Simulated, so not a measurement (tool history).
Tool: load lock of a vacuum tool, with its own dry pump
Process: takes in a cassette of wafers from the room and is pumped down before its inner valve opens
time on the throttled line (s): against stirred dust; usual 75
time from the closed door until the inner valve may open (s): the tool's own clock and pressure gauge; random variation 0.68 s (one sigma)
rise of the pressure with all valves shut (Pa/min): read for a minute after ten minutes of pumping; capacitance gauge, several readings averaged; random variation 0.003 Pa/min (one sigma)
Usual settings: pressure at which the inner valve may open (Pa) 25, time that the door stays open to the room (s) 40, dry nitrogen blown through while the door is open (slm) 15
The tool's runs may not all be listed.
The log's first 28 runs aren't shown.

| run | hour | time on the throttled line (s) | pressure at which the inner valve may open (Pa) | time that the door stays open to the room (s) | dry nitrogen blown through while the door is open (slm) | hours that the pump has run since its overhaul | times that the door has closed on its seal | incoming humidity of the room's air, % | time from the closed door until the inner valve may open (s) | rise of the pressure with all valves shut (Pa/min) |
|---|---|---|---|---|---|---|---|---|---|---|
| 29 | 7172.8 | 97 | 46 | 31 | 15 | 5620 | 30714 | 44.0 | 129.9 | 0.039 |
| 30 | 7501.6 | 139 | 25 | 40 | 8 | 5949 | 31355 | 48.5 | 170.8 | 0.050 |
| 31 | 7775.8 | 75 | 34 | 114 | 15 | 6223 | 31890 | 46.7 | 111.8 | 0.063 |
| 32 | 8077.9 | 97 | 21 | 40 | 15 | 6525 | 32479 | 42.4 | 133.3 | 0.036 |
| 33 | 8377.6 | 93 | 21 | 87 | 8 | 6825 | 33064 | 44.3 | 130.9 | 0.065 |
| 34 | 8576.4 | 93 | 21 | 87 | 8 | 7024 | 33451 | 47.3 | 129.9 | 0.072 |
| 35 | 8911.0 | 93 | 20 | 87 | 31 | 7358 | 34104 | 46.8 | 131.6 | 0.045 |
| 36 | 9176.0 | 146 | 40 | 41 | 44 | 7624 | 34621 | 44.9 | 173.2 | 0.035 |

4 ways to go on from here, each from the tool as it stands after run 36. What would each give?
| A | 9432.2 | 75 | 25 | 34 | 15 | 7880 | 35120 | 44.0 | ? | ? |
| B | 9432.2 | 75 | 18 | 232 | 15 | 7880 | 35120 | 45.5 | ? | ? |
| C | 9432.2 | 75 | 25 | 91 | 9 | 7880 | 35120 | 45.4 | ? | ? |
| D | 9432.2 | 73 | 40 | 41 | 44 | 7880 | 35120 | 44.8 | ? | ? |

| run | time from the closed door until the inner valve may open (s) | rise of the pressure with all valves shut (Pa/min) |
|---|---|---|
| A | 113.0 | 0.038 |
| B | 114.5 | 0.083 |
| C | 113.8 | 0.070 |
| D | 108.1 | 0.022 |
Without the tool's hidden state the same runs would have given:
| run | time from the closed door until the inner valve may open (s) | rise of the pressure with all valves shut (Pa/min) |
|---|---|---|
| A | 113.0 | 0.037 |
| B | 114.5 | 0.082 |
| C | 113.8 | 0.069 |
| D | 108.1 | 0.021 |
